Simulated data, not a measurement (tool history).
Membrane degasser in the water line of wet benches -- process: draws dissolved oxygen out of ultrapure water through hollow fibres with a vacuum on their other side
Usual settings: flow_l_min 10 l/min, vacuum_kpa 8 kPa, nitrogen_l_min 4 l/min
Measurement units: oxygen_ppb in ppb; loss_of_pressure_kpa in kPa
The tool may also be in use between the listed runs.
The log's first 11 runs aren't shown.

{"run": 12, "hour": 1062.5, "flow_l_min": 10, "vacuum_kpa": 8, "nitrogen_l_min": 4, "oxygen_ppb": 33.4, "loss_of_pressure_kpa": 40.63}
{"run": 13, "hour": 1148.3, "flow_l_min": 10, "vacuum_kpa": 8, "nitrogen_l_min": 4, "oxygen_ppb": 33.1, "loss_of_pressure_kpa": 40.48}
{"run": 14, "hour": 1251.2, "flow_l_min": 10, "vacuum_kpa": 8, "nitrogen_l_min": 4, "oxygen_ppb": 33.7, "loss_of_pressure_kpa": 40.57}
{"run": 15, "hour": 1310.0, "flow_l_min": 10, "vacuum_kpa": 8, "nitrogen_l_min": 4, "oxygen_ppb": 33.5, "loss_of_pressure_kpa": 40.64}
{"run": 16, "hour": 1373.0, "flow_l_min": 10, "vacuum_kpa": 8, "nitrogen_l_min": 4, "oxygen_ppb": 33.3, "loss_of_pressure_kpa": 40.35}
{"run": 17, "hour": 1451.7, "flow_l_min": 10, "vacuum_kpa": 8, "nitrogen_l_min": 4, "oxygen_ppb": 33, "loss_of_pressure_kpa": 40.85}
{"run": 18, "hour": 1539.5, "flow_l_min": 10, "vacuum_kpa": 8, "nitrogen_l_min": 4, "oxygen_ppb": 33.8, "loss_of_pressure_kpa": 40.96}
{"run": 19, "hour": 1633.8, "flow_l_min": 7, "vacuum_kpa": 18.4, "nitrogen_l_min": 10.43, "oxygen_ppb": 25.8, "loss_of_pressure_kpa": 28.24}
{"run": 20, "hour": 1700.1, "flow_l_min": 7, "vacuum_kpa": 5.57, "nitrogen_l_min": 2.98, "oxygen_ppb": 14.5, "loss_of_pressure_kpa": 28.32}
{"run": 21, "hour": 1793.9, "flow_l_min": 11, "vacuum_kpa": 16.57, "nitrogen_l_min": 2.98, "oxygen_ppb": 127, "loss_of_pressure_kpa": 44.64}
{"run": 22, "hour": 1922.5, "flow_l_min": 7, "vacuum_kpa": 5.79, "nitrogen_l_min": 2.15, "oxygen_ppb": 21.6, "loss_of_pressure_kpa": 28.61}
{"run": 23, "hour": 1980.1, "flow_l_min": 7, "vacuum_kpa": 5.79, "nitrogen_l_min": 2.15, "oxygen_ppb": 21.6, "loss_of_pressure_kpa": 28.62}
{"run": 24, "hour": 2038.7, "flow_l_min": 7, "vacuum_kpa": 5.79, "nitrogen_l_min": 2.15, "oxygen_ppb": 21.2, "loss_of_pressure_kpa": 28.6}
{"run": 25, "hour": 2119.9, "flow_l_min": 7, "vacuum_kpa": 8.57, "nitrogen_l_min": 4, "oxygen_ppb": 24.7, "loss_of_pressure_kpa": 28.69}
{"run": 26, "hour": 2180.5, "flow_l_min": 15, "vacuum_kpa": 8, "nitrogen_l_min": 5.56, "oxygen_ppb": 50.2, "loss_of_pressure_kpa": 61.4}
{"run": 27, "hour": 2276.4, "flow_l_min": 7, "vacuum_kpa": 5.06, "nitrogen_l_min": 4.85, "oxygen_ppb": 7.2, "loss_of_pressure_kpa": 28.53}
{"run": 28, "hour": 2341.0, "flow_l_min": 10, "vacuum_kpa": 14.4, "nitrogen_l_min": 11.9, "oxygen_ppb": 27.4, "loss_of_pressure_kpa": 40.7}
{"run": 29, "hour": 2395.8, "flow_l_min": 10, "vacuum_kpa": 14.4, "nitrogen_l_min": 11.9, "oxygen_ppb": 27.9, "loss_of_pressure_kpa": 41.4}
{"hour": 2402.4, "done": "vacuum gauge calibrated"}
{"run": 30, "hour": 2468.5, "flow_l_min": 10, "vacuum_kpa": 14.4, "nitrogen_l_min": 11.9, "oxygen_ppb": 27.4, "loss_of_pressure_kpa": 41.09}
{"run": 31, "hour": 2547.1, "flow_l_min": 10, "vacuum_kpa": 9.07, "nitrogen_l_min": 1.84, "oxygen_ppb": 82.3, "loss_of_pressure_kpa": 40.9}
{"run": 32, "hour": 2658.3, "flow_l_min": 10, "vacuum_kpa": 9.07, "nitrogen_l_min": 1.84, "oxygen_ppb": 82, "loss_of_pressure_kpa": 41.22}

Forecast each of these 3 alternatives for the next run:
{"run": "A", "hour": 2756.2, "flow_l_min": 11, "vacuum_kpa": 6.68, "nitrogen_l_min": 6.05, "oxygen_ppb": "?", "loss_of_pressure_kpa": "?"}
{"run": "B", "hour": 2756.2, "flow_l_min": 7, "vacuum_kpa": 8, "nitrogen_l_min": 2.94, "oxygen_ppb": "?", "loss_of_pressure_kpa": "?"}
{"run": "C", "hour": 2756.2, "flow_l_min": 6, "vacuum_kpa": 8, "nitrogen_l_min": 4, "oxygen_ppb": "?", "loss_of_pressure_kpa": "?"}

run=A oxygen_ppb=21.7 loss_of_pressure_kpa=45.44
run=B oxygen_ppb=29.3 loss_of_pressure_kpa=28.73
run=C oxygen_ppb=18.7 loss_of_pressure_kpa=24.76
With no hidden state in the tool, these same runs would have given:
run=A oxygen_ppb=21.6 loss_of_pressure_kpa=44.34
run=B oxygen_ppb=29.1 loss_of_pressure_kpa=28.04
run=C oxygen_ppb=18.6 loss_of_pressure_kpa=24.17
